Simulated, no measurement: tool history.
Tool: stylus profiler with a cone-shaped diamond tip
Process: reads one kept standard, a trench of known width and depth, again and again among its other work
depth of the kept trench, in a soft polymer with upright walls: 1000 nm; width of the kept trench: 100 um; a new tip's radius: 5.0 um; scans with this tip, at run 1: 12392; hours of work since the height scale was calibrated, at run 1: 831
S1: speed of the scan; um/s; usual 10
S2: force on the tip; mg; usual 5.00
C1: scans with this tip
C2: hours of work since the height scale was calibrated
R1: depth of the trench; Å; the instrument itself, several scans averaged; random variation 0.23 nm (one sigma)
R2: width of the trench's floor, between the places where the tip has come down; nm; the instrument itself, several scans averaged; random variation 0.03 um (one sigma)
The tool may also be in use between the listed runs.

| run | day | S1 | S2 | C1 | C2 | R1 | R2 |
|---|---|---|---|---|---|---|---|
| 1 | 0.000 | 10 | 5.00 | 12392 | 831 | 10127.3 | 90410 |
| 2 | 3.438 | 10 | 13.95 | 12888 | 865 | 10280.4 | 90320 |
| 3 | 7.279 | 27 | 5.00 | 13443 | 902 | 10124.2 | 90090 |
| 4 | 9.475 | 27 | 5.00 | 13760 | 923 | 10124.4 | 90070 |
| 5 | 12.571 | 10 | 5.00 | 14207 | 953 | 10129.4 | 90010 |
| 6 | 14.842 | 10 | 5.00 | 14535 | 975 | 10121.8 | 89960 |
| 7 | 17.433 | 10 | 5.00 | 14910 | 1000 | 10123.5 | 89840 |
| 8 | 20.758 | 10 | 5.00 | 15390 | 1033 | 10124.8 | 89740 |
| 9 | 23.317 | 10 | 5.00 | 15759 | 1057 | 10122.7 | 89650 |
| 10 | 25.329 | 10 | 3.44 | 16050 | 1077 | 10082.2 | 89610 |
| 11 | 27.358 | 10 | 3.44 | 16342 | 1096 | 10088.1 | 89560 |
| 12 | 31.233 | 10 | 3.44 | 16902 | 1134 | 10086.6 | 89400 |
| 13 | 34.825 | 10 | 3.44 | 17421 | 1169 | 10082.7 | 89310 |
| 14 | 38.433 | 10 | 3.44 | 17942 | 1204 | 10083.0 | 89270 |
| 15 | 41.296 | 10 | 4.23 | 18355 | 1232 | 10100.2 | 89100 |
| 16 | 43.233 | 10 | 4.23 | 18635 | 1250 | 10101.8 | 89060 |
| 17 | 45.538 | 10 | 4.23 | 18968 | 1273 | 10101.7 | 89040 |
| 18 | 47.871 | 10 | 4.23 | 19305 | 1295 | 10102.4 | 88980 |
| 19 | 50.125 | 10 | 4.23 | 19630 | 1317 | 10095.7 | 88920 |
|  | 50.358 | height scale calibrated on a step standard |
| 20 | 53.308 | 5 | 5.00 | 20087 | 29 | 10087.1 | 88820 |
| 21 | 55.246 | 5 | 5.00 | 20366 | 47 | 10086.6 | 88770 |
|  | 56.792 | new tip fitted, height scale calibrated |
| 22 | 57.425 | 28 | 5.00 | 91 | 6 | 10143.2 | 93980 |
| 23 | 59.429 | 10 | 2.08 | 381 | 26 | 10076.4 | 93900 |
|  | 60.588 | height scale calibrated on a step standard, once more |
| 24 | 62.417 | 10 | 2.08 | 809 | 18 | 10084.4 | 93770 |
| 25 | 64.862 | 6 | 13.47 | 1162 | 41 | 10299.5 | 93650 |
| 26 | 68.521 | 5 | 5.00 | 1690 | 77 | 10148.9 | 93520 |
| 27 | 72.475 | 5 | 5.00 | 2261 | 115 | 10148.5 | 93330 |
| 28 | 74.450 | 9 | 5.87 | 2546 | 134 | 10166.2 | 93220 |
| 29 | 77.808 | 9 | 5.87 | 3031 | 167 | 10165.7 | 93100 |
| 30 | 80.629 | 10 | 11.94 | 3439 | 194 | 10268.4 | 92980 |
| 31 | 82.833 | 10 | 14.62 | 3758 | 216 | 10307.3 | 92870 |
| 32 | 85.333 | 10 | 14.62 | 4119 | 240 | 10311.0 | 92800 |
| 33 | 88.821 | 10 | 2.49 | 4622 | 274 | 10087.7 | 92560 |
| 34 | 92.317 | 10 | 2.49 | 5127 | 307 | 10083.5 | 92400 |
| 35 | 94.200 | 8 | 6.71 | 5399 | 326 | 10179.9 | 92380 |
| 36 | 96.479 | 3 | 11.30 | 5728 | 348 | 10258.3 | 92300 |
| 37 | 99.421 | 7 | 4.18 | 6152 | 376 | 10126.0 | 92180 |
| 38 | 102.254 | 15 | 1.99 | 6562 | 404 | 10069.6 | 91960 |
| 39 | 103.967 | 3 | 6.82 | 6809 | 420 | 10171.1 | 92000 |
| 40 | 106.267 | 3 | 7.74 | 7141 | 443 | 10193.9 | 91920 |
| 41 | 109.154 | 12 | 2.60 | 7558 | 471 | 10083.5 | 91760 |
| 42 | 111.517 | 17 | 3.77 | 7899 | 493 | 10113.2 | 91700 |
| 43 | 115.346 | 17 | 3.77 | 8453 | 531 | 10109.0 | 91580 |
| 44 | 118.192 | 32 | 3.10 | 8863 | 558 | 10097.5 | 91390 |
| 45 | 120.588 | 32 | 3.10 | 9209 | 581 | 10091.2 | 91310 |

Hidden state or all else? Some run-to-run changes of R1, split into what the settings, what came in and random variation would give without the hidden state, and what is left for the hidden state (with any gauge scatter that isn't in both results):
The hidden state here: radius of the tip, um; height scale over the true one, %; drift of the gauge itself on depth_nm, %; drift of the gauge itself on floor_um, %.
Run 2 -> 3: S1 10 -> 27, S2 13.95 -> 5.00. R1 -156.2 Å: hidden state -0.5, all else -155.7.
Run 19 -> 20: S1 10 -> 5, S2 4.23 -> 5.00, height scale calibrated on a step standard. R1 -8.6 Å: hidden state -26.0, all else +17.4.
Run 21 -> 22: S1 5 -> 28, new tip fitted, height scale calibrated. R1 +56.6 Å: hidden state +62.1, all else -5.5.
Run 23 -> 24: height scale calibrated on a step standard, once more. R1 +8.0 Å: hidden state +2.2, all else +5.8.
Run 24 -> 25: S1 10 -> 6, S2 2.08 -> 13.47. R1 +215.1 Å: hidden state -0.8, all else +215.9.
Run 32 -> 33: S2 14.62 -> 2.49. R1 -223.3 Å: hidden state -0.6, all else -222.7.
